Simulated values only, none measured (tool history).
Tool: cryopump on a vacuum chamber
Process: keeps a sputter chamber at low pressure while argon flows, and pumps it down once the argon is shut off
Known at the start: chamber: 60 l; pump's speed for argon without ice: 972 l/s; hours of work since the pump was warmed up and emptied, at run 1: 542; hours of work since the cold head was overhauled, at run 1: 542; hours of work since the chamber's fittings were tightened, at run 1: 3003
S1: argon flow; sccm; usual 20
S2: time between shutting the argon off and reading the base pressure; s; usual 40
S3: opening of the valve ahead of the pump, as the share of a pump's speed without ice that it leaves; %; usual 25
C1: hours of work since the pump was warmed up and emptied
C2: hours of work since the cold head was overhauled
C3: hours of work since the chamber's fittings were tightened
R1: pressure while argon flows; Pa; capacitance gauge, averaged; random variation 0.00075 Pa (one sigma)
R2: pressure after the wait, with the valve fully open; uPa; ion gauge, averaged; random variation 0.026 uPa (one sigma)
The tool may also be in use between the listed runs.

| run | hour | S1 | S2 | S3 | C1 | C2 | C3 | R1 | R2 |
|---|---|---|---|---|---|---|---|---|---|
| 1 | 0 | 20 | 40 | 25 | 542 | 542 | 3003 | 0.1449 | 2.95 |
| 2 | 27.8 | 20 | 40 | 25 | 566 | 566 | 3027 | 0.1479 | 2.91 |
| 3 | 56.1 | 20 | 40 | 25 | 591 | 591 | 3052 | 0.1478 | 2.93 |
| 4 | 80.4 | 15 | 40 | 25 | 612 | 612 | 3073 | 0.1107 | 2.98 |
| 5 | 99.1 | 15 | 40 | 25 | 628 | 628 | 3089 | 0.1091 | 2.97 |
| 6 | 127.1 | 15 | 40 | 25 | 653 | 653 | 3114 | 0.1117 | 3.04 |
| 7 | 148.7 | 20 | 40 | 25 | 671 | 671 | 3132 | 0.1479 | 2.97 |
| 8 | 164.9 | 20 | 40 | 32 | 686 | 686 | 3146 | 0.1172 | 3.05 |
| 9 | 187.9 | 20 | 40 | 32 | 706 | 706 | 3166 | 0.1188 | 3.1 |
| 10 | 214.5 | 20 | 40 | 32 | 729 | 729 | 3189 | 0.1187 | 3.12 |
| 11 | 238.7 | 20 | 40 | 32 | 750 | 750 | 3211 | 0.1191 | 3.09 |
| 12 | 255.8 | 20 | 40 | 59 | 765 | 765 | 3225 | 0.0704 | 3.26 |
| 13 | 286.1 | 20 | 40 | 25 | 791 | 791 | 3252 | 0.1511 | 3.22 |
| 14 | 312.1 | 20 | 40 | 25 | 813 | 813 | 3274 | 0.1509 | 3.25 |
| 15 | 336.1 | 18 | 40 | 25 | 834 | 834 | 3295 | 0.1362 | 3.26 |
| 16 | 350.3 | 18 | 40 | 25 | 847 | 847 | 3307 | 0.1344 | 3.38 |
| 17 | 372.3 | 30 | 40 | 25 | 866 | 866 | 3327 | 0.2304 | 3.36 |
| 18 | 391.1 | 15 | 40 | 20 | 882 | 882 | 3343 | 0.1408 | 3.44 |
| 19 | 421.3 | 14 | 40 | 20 | 908 | 908 | 3369 | 0.1316 | 3.39 |
| 20 | 444.9 | 26 | 85 | 20 | 929 | 929 | 3390 | 0.2444 | 3 |
| 21 | 465.7 | 16 | 53 | 25 | 947 | 947 | 3408 | 0.1235 | 3.33 |
| 22 | 488.6 | 20 | 59 | 36 | 967 | 967 | 3428 | 0.1126 | 3.23 |
| 23 | 508.8 | 13 | 59 | 36 | 984 | 984 | 3445 | 0.0729 | 3.22 |
| 24 | 528.2 | 13 | 59 | 36 | 1001 | 1001 | 3462 | 0.0722 | 3.33 |
| 25 | 560.2 | 9 | 57 | 56 | 1029 | 1029 | 3490 | 0.0354 | 3.4 |
|  | 574.5 | leaking fittings of the chamber tightened, without venting |
| 26 | 589.1 | 31 | 22 | 25 | 1052 | 1052 | 13 | 0.2396 | 2.06 |
| 27 | 614.9 | 20 | 80 | 48 | 1075 | 1075 | 35 | 0.0899 | 0.88 |
| 28 | 642.8 | 20 | 80 | 48 | 1099 | 1099 | 59 | 0.091 | 0.92 |
|  | 651.8 | pump warmed up, emptied and cooled again |
| 29 | 669.1 | 27 | 67 | 25 | 15 | 1117 | 78 | 0.1887 | 0.85 |
| 30 | 692.8 | 22 | 40 | 20 | 36 | 1138 | 98 | 0.1931 | 1.2 |
| 31 | 707 | 22 | 40 | 20 | 48 | 1150 | 111 | 0.193 | 1.24 |
| 32 | 729.8 | 22 | 40 | 20 | 68 | 1170 | 131 | 0.191 | 1.2 |
| 33 | 756.3 | 22 | 50 | 60 | 91 | 1193 | 154 | 0.0649 | 1.08 |

How the hidden state differs across the entries between the runs, from the last listed run before each to the first after it:
Between runs 25 and 26: leaking fittings of the chamber tightened, without venting (hour 574.5)
  pump's speed, % of a pump's without ice: 68.3 -> 67.5; cold plate's temperature, K: 12.51 -> 12.53; leak into the chamber, uPa l/s: 1845 -> 309
  measured less the result without the state, R1: +0.0075 -> +0.0266 Pa; R2: +2.5 -> +0.17 uPa
Between runs 28 and 29: pump warmed up, emptied and cooled again (hour 651.8)
  pump's speed, % of a pump's without ice: 66 -> 98.7; leak into the chamber, uPa l/s: 328 -> 336
  measured less the result without the state, R1: +0.0185 -> +0.0012 Pa; R2: +0.21 -> +0.04 uPa
